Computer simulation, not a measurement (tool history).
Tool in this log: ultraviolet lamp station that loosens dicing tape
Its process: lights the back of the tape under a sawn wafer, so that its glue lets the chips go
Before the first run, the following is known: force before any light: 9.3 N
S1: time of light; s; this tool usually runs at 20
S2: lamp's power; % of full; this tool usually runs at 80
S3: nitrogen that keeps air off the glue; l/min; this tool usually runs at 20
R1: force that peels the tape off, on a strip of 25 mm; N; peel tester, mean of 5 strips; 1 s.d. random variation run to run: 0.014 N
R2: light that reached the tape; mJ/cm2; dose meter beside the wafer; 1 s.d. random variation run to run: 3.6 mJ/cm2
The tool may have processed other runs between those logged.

run 1 hour=0 | S1=20 S2=80 S3=20 | R1=1.516 R2=389
run 2 hour=54.2 | S1=20 S2=80 S3=34 | R1=1.09 R2=376
run 3 hour=85.9 | S1=20 S2=80 S3=34 | R1=1.206 R2=371
run 4 hour=110.5 | S1=20 S2=80 S3=34 | R1=1.202 R2=368
run 5 hour=150.4 | S1=20 S2=80 S3=20 | R1=1.796 R2=358
run 6 hour=194 | S1=20 S2=80 S3=20 | R1=1.826 R2=350
run 7 hour=237.5 | S1=20 S2=80 S3=10 | R1=2.806 R2=338
run 8 hour=293.3 | S1=20 S2=80 S3=10 | R1=2.925 R2=322
run 9 hour=331.9 | S1=20 S2=75 S3=33 | R1=1.885 R2=292
run 10 hour=377.6 | S1=20 S2=75 S3=33 | R1=1.879 R2=280
run 11 hour=425.9 | S1=33 S2=85 S3=20 | R1=0.977 R2=512
run 12 hour=452.8 | S1=33 S2=85 S3=20 | R1=0.985 R2=500
run 13 hour=495.2 | S1=33 S2=71 S3=20 | R1=1.424 R2=403

Put back what was entered between runs (1 entry, withheld): which listed runs does each sit between, and how does the hidden state differ from the listed run before to the listed run after?
After run 8, before run 9: window cleaned of glue's vapour (hour 298.5)
  lamp's light, % of a new lamp's: 64.3 -> 63.4; light that the window lets through, % of a clean one's: 85.2 -> 81.4
  measured less the result without the state, R1: +1.714 -> +1.347 N; R2: -269 -> -271 mJ/cm2

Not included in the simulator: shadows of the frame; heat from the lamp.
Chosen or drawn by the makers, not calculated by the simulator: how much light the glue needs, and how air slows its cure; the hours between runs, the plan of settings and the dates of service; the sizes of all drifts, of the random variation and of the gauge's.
